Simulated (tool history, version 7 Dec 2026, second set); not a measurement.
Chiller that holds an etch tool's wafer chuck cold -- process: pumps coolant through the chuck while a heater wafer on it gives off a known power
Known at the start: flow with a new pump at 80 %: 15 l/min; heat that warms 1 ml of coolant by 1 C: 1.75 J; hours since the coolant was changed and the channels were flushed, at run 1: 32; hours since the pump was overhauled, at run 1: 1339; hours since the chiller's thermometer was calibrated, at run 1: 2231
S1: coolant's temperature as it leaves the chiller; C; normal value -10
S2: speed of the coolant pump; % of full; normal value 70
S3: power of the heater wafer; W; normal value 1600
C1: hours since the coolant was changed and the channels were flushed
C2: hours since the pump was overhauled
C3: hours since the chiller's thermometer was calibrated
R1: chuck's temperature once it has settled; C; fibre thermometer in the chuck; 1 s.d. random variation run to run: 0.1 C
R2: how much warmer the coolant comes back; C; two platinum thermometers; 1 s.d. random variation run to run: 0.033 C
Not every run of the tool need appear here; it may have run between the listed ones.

Run 1, hour 0: usual settings; C1 32; C2 1339; C3 2231. Result: R1 4.8 C, R2 4.18 C.
Run 2, hour 50.1: usual settings; C1 82; C2 1389; C3 2281. Result: R1 4.7 C, R2 4.18 C.
Run 3, hour 74.8: usual settings; C1 107; C2 1414; C3 2305. Result: R1 4.7 C, R2 4.23 C.
Run 4, hour 124.3: usual settings; C1 156; C2 1463; C3 2355. Result: R1 4.7 C, R2 4.21 C.
Run 5, hour 162.9: usual settings but S1 -8 C; C1 195; C2 1502; C3 2393. Result: R1 6.6 C, R2 4.14 C.
Run 6, hour 184.4: usual settings but S1 -8 C; C1 217; C2 1523; C3 2415. Result: R1 6.5 C, R2 4.17 C.
Run 7, hour 221: usual settings but S1 -8 C; C1 253; C2 1560; C3 2452. Result: R1 6.8 C, R2 4.12 C.
Run 8, hour 247.9: usual settings but S1 -9 C, S2 81 % of full, S3 814 W; C1 280; C2 1587; C3 2478. Result: R1 -2.3 C, R2 1.78 C.
Run 9, hour 294.9: usual settings but S1 -9 C, S2 81 % of full, S3 814 W; C1 327; C2 1634; C3 2525. Result: R1 -2.5 C, R2 1.83 C.
Run 10, hour 322.8: usual settings but S1 -9 C, S2 98 % of full, S3 814 W; C1 355; C2 1662; C3 2553. Result: R1 -2.9 C, R2 1.39 C.
Run 11, hour 354.6: usual settings but S1 -7 C, S2 87 % of full; C1 387; C2 1694; C3 2585. Result: R1 5.8 C, R2 3.29 C.
At hour 367.9: chiller's thermometer calibrated.
Run 12, hour 397: usual settings but S1 -3 C, S2 99 % of full, S3 1148 W; C1 428; C2 1735; C3 29. Result: R1 5.3 C, R2 1.96 C.
Run 13, hour 444.5: usual settings but S1 -3 C, S2 99 % of full, S3 1148 W; C1 476; C2 1783; C3 77. Result: R1 5.5 C, R2 2.01 C.

Subtracting, for every run, the result it would have given without the tool's unlogged condition from the measured result gives the following. The same run-to-run variation enters both numbers; the gauge's scatter may not:
The tool's hidden condition here consists of: heat passed by the chuck's channels, % of clean ones'; flow at a given pump speed, % of a new pump's; coolant's true temperature over the reading, C; drift of the gauge itself on chuck_c, C; drift of the gauge itself on warmer_back_c, C.
run     R2
  1     +0
  2     +0
  3  -0.01
  4  -0.02
  5  -0.03
  6  -0.03
  7  -0.04
  8  -0.05
  9  -0.07
 10  -0.07
 11  -0.08
 12  -0.08
 13  -0.09
R1 without the hidden state stays within 0.1 C of what was measured, in all runs.
